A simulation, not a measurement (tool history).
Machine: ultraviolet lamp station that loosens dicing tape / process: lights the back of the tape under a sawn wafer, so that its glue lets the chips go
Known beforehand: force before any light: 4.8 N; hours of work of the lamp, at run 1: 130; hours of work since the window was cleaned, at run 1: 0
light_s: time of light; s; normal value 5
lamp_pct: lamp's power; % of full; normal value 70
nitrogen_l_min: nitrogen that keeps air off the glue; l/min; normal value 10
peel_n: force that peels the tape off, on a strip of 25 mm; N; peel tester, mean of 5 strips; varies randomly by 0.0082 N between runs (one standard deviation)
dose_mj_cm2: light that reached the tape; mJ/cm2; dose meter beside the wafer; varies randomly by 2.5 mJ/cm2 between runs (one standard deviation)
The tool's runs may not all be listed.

run   hour  light_s  lamp_pct  nitrogen_l_min  hours of work of the lamp  hours of work since the window was cleaned  peel_n  dose_mj_cm2
  1      0        5        70              10                        130                                           0   0.359          274
  2   33.9        5        70              10                        146                                          16   0.362          266
  3  100.2        5        75              10                        177                                          48   0.347          278
  4    179        5        75              10                        215                                          85   0.352          277
  5  245.5        2        70              10                        247                                         117   1.429           99
     250.1  -- window cleaned of glue's vapour
  6  307.7        2        70              10                        276                                          27   1.389           98
  7  347.6        2        70              10                        295                                          46   1.436           97
  8  411.3       10        70              10                        325                                          77   0.259          479
  9  457.6       10        70              10                        347                                          99   0.252          470
 10    519       10        70              10                        377                                         128   0.246          468
 11  591.8       10        70              10                        411                                         163   0.248          452
     622.1  -- window cleaned of glue's vapour, once more
 12  629.4       10        83              11                        429                                           3   0.241          561
 13  664.5        5        74               4                        446                                          20   0.624          242
 14  705.1        3        70               3                        465                                          40   1.558          140
 15  785.8        9        68               3                        504                                          78   0.366          396

Predict each of these 3 candidate next runs independently; none follows another, all start after run 15:
  A  847.8        3        68              10                        533                                         108       ?            ?
  B  847.8        3        70              10                        533                                         108       ?            ?
  C  847.8        3        70              10                        533                                         108       ?            ?

run  peel_n  dose_mj_cm2
  A   1.025          132
  B   0.982          132
  C   0.988          133
Had the tool no hidden state, the same runs would have come out as:
run  peel_n  dose_mj_cm2
  A   0.691          172
  B   0.663          174
  C   0.666          174
